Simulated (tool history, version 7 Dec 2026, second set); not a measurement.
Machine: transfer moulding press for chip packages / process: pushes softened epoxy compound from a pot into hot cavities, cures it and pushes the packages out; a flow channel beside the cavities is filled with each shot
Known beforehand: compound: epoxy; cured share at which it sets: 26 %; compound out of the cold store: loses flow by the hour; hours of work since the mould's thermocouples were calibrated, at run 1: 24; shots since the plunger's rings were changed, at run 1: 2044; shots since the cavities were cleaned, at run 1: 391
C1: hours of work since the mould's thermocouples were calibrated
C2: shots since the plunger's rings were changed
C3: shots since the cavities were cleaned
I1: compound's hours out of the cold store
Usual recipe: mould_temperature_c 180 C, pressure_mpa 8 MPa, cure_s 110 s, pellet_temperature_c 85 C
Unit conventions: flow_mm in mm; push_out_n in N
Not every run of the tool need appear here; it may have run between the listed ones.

Run 1, day 0: usual settings; C1 24; C2 2044; C3 391; I1 42.5. Result: flow_mm 604.6 mm, push_out_n 549 N.
Run 2, day 0.475: usual settings; C1 28; C2 2122; C3 469; I1 45.3. Result: flow_mm 594.1 mm, push_out_n 513 N.
Run 3, day 0.754: usual settings but pressure_mpa 8.41 MPa; C1 31; C2 2169; C3 516; I1 22.3. Result: flow_mm 708.8 mm, push_out_n 554 N.
Run 4, day 1.038: usual settings but pressure_mpa 8.41 MPa; C1 34; C2 2216; C3 563; I1 34.1. Result: flow_mm 654.6 mm, push_out_n 543 N.
Run 5, day 1.483: usual settings but pressure_mpa 8.41 MPa; C1 38; C2 2288; C3 635; I1 22.9. Result: flow_mm 703.8 mm, push_out_n 524 N.
Run 6, day 1.729: usual settings but mould_temperature_c 174 C; C1 41; C2 2330; C3 677; I1 40.6. Result: flow_mm 628.9 mm, push_out_n 787 N.
Run 7, day 2.117: usual settings but mould_temperature_c 174 C; C1 45; C2 2393; C3 740; I1 30.5. Result: flow_mm 670.8 mm, push_out_n 806 N.
Run 8, day 2.338: usual settings but mould_temperature_c 174 C; C1 47; C2 2429; C3 776; I1 27.4. Result: flow_mm 685.2 mm, push_out_n 833 N.
Run 9, day 2.812: usual settings but mould_temperature_c 174 C; C1 52; C2 2507; C3 854; I1 40.7. Result: flow_mm 628.3 mm, push_out_n 799 N.
Run 10, day 3.275: usual settings; C1 56; C2 2584; C3 931; I1 46.7. Result: flow_mm 587.4 mm, push_out_n 514 N.
Run 11, day 3.612: usual settings; C1 60; C2 2640; C3 987; I1 29.8. Result: flow_mm 656.5 mm, push_out_n 529 N.
At day 3.929: cavities cleaned with cleaning compound and waxed.
Run 12, day 4.029: usual settings; C1 63; C2 2698; C3 17; I1 22.4. Result: flow_mm 689.5 mm, push_out_n 565 N.
Run 13, day 4.258: usual settings; C1 65; C2 2736; C3 55; I1 22.5. Result: flow_mm 689.9 mm, push_out_n 565 N.
Run 14, day 4.608: usual settings; C1 69; C2 2793; C3 112; I1 15.5. Result: flow_mm 721.3 mm, push_out_n 563 N.
At day 5.062: plunger's sealing rings changed.
Run 15, day 5.167: usual settings; C1 73; C2 17; C3 187; I1 33. Result: flow_mm 642.3 mm, push_out_n 533 N.
Run 16, day 5.546: usual settings; C1 77; C2 80; C3 250; I1 14. Result: flow_mm 730.7 mm, push_out_n 563 N.
Run 17, day 6: usual settings but mould_temperature_c 175 C, pressure_mpa 9.94 MPa; C1 82; C2 154; C3 324; I1 28.5. Result: flow_mm 755.3 mm, push_out_n 781 N.
Run 18, day 6.212: usual settings but mould_temperature_c 182 C, pressure_mpa 9.94 MPa, pellet_temperature_c 83 C; C1 84; C2 189; C3 359; I1 16.1. Result: flow_mm 796.1 mm, push_out_n 513 N.
Run 19, day 6.438: usual settings but pressure_mpa 9.95 MPa, pellet_temperature_c 91 C; C1 86; C2 227; C3 397; I1 8.8. Result: flow_mm 842.8 mm, push_out_n 565 N.
Run 20, day 6.838: usual settings but pressure_mpa 9.95 MPa, pellet_temperature_c 91 C; C1 90; C2 292; C3 462; I1 45.5. Result: flow_mm 660.5 mm, push_out_n 553 N.
Run 21, day 7.129: usual settings but pressure_mpa 7.93 MPa, pellet_temperature_c 80 C; C1 93; C2 341; C3 511; I1 16.9. Result: flow_mm 714 mm, push_out_n 565 N.
Run 22, day 7.496: usual settings but mould_temperature_c 172 C, pressure_mpa 9.87 MPa, cure_s 101 s, pellet_temperature_c 82 C; C1 96; C2 401; C3 571; I1 46.9. Result: flow_mm 676.2 mm, push_out_n 1075 N.
Run 23, day 7.954: usual settings but mould_temperature_c 172 C, pressure_mpa 9.21 MPa, cure_s 101 s, pellet_temperature_c 86 C; C1 101; C2 476; C3 646; I1 20.7. Result: flow_mm 775.5 mm, push_out_n 1209 N.
Run 24, day 8.179: usual settings but mould_temperature_c 186 C, pressure_mpa 9.21 MPa, cure_s 146 s, pellet_temperature_c 86 C; C1 103; C2 514; C3 684; I1 11.1. Result: flow_mm 779.2 mm, push_out_n 423 N.
Run 25, day 8.517: usual settings but mould_temperature_c 186 C, pressure_mpa 9.21 MPa, cure_s 146 s, pellet_temperature_c 86 C; C1 107; C2 569; C3 739; I1 8.2. Result: flow_mm 793.7 mm, push_out_n 420 N.
Run 26, day 8.821: usual settings but mould_temperature_c 186 C, pressure_mpa 9.21 MPa, cure_s 146 s, pellet_temperature_c 86 C; C1 110; C2 619; C3 789; I1 26.1. Result: flow_mm 706.4 mm, push_out_n 436 N.
Run 27, day 9.196: usual settings but mould_temperature_c 186 C, pressure_mpa 9.21 MPa, cure_s 146 s, pellet_temperature_c 86 C; C1 113; C2 681; C3 851; I1 16.1. Result: flow_mm 752.9 mm, push_out_n 422 N.
Run 28, day 9.467: usual settings but mould_temperature_c 186 C, pressure_mpa 9.21 MPa, cure_s 146 s, pellet_temperature_c 86 C; C1 116; C2 726; C3 896; I1 38.6. Result: flow_mm 651.3 mm, push_out_n 415 N.

Had the tool no unlogged condition, and each run kept its random variation, what would the results have been?
Hidden state present: true mould temperature over the reading, C; pressure that reaches the compound, % of what is set; grip of the stained cavities, % over clean ones'; drift of the gauge itself on flow_mm, %; drift of the gauge itself on push_out_n, %.
run  push_out_n
  1         545
  2         508
  3         549
  4         538
  5         519
  6         779
  7         797
  8         824
  9         790
 10         507
 11         522
 12         564
 13         565
 14         561
 15         531
 16         560
 17         776
 18         510
 19         561
 20         548
 21         561
 22        1065
 23        1197
 24         418
 25         416
 26         431
 27         417
 28         411
flow_mm: at most 0.3 mm away from the measurement, every run.

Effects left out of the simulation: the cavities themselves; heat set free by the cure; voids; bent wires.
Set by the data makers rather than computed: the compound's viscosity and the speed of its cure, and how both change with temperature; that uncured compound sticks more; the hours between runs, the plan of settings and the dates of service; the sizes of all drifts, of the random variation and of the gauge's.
